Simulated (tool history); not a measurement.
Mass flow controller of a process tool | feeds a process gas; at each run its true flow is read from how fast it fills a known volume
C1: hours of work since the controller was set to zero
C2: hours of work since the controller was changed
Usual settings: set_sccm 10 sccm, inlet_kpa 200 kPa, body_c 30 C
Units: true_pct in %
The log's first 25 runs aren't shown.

run 26 hour=1285.9 | set_sccm=10 inlet_kpa=199 body_c=30 | C1=56 C2=928 | true_pct=98.84
run 27 hour=1335.7 | set_sccm=7 inlet_kpa=213 body_c=30 | C1=83 C2=955 | true_pct=98.46
run 28 hour=1409.6 | set_sccm=7 inlet_kpa=213 body_c=25 | C1=122 C2=994 | true_pct=98.99
run 29 hour=1463.1 | set_sccm=7 inlet_kpa=213 body_c=25 | C1=150 C2=1022 | true_pct=99.01
run 30 hour=1530.2 | set_sccm=4 inlet_kpa=162 body_c=34 | C1=186 C2=1058 | true_pct=98.52
run 31 hour=1562.5 | set_sccm=4 inlet_kpa=162 body_c=34 | C1=203 C2=1075 | true_pct=98.58
run 32 hour=1627.2 | set_sccm=4 inlet_kpa=162 body_c=34 | C1=238 C2=1110 | true_pct=98.58
run 33 hour=1704.1 | set_sccm=14 inlet_kpa=252 body_c=25 | C1=279 C2=1151 | true_pct=98.96
run 34 hour=1751.0 | set_sccm=6 inlet_kpa=200 body_c=30 | C1=304 C2=1176 | true_pct=98.73
run 35 hour=1800.7 | set_sccm=10 inlet_kpa=200 body_c=30 | C1=330 C2=1202 | true_pct=99.01
run 36 hour=1874.8 | set_sccm=10 inlet_kpa=200 body_c=30 | C1=370 C2=1242 | true_pct=98.86
run 37 hour=1912.5 | set_sccm=2 inlet_kpa=200 body_c=38 | C1=390 C2=1262 | true_pct=98.69

3 ways to go on from here, each from the tool as it stands after run 37. What would each give?
run A hour=1947.1 | set_sccm=4 inlet_kpa=246 body_c=28 | C1=408 C2=1280 | true_pct=?
run B hour=1947.1 | set_sccm=8 inlet_kpa=152 body_c=31 | C1=408 C2=1280 | true_pct=?
run C hour=1947.1 | set_sccm=4 inlet_kpa=200 body_c=38 | C1=408 C2=1280 | true_pct=?

run=A true_pct=98.62
run=B true_pct=98.96
run=C true_pct=98.32
Without the tool's hidden state the same runs would have given:
run=A true_pct=98.36
run=B true_pct=99.01
run=C true_pct=98.05
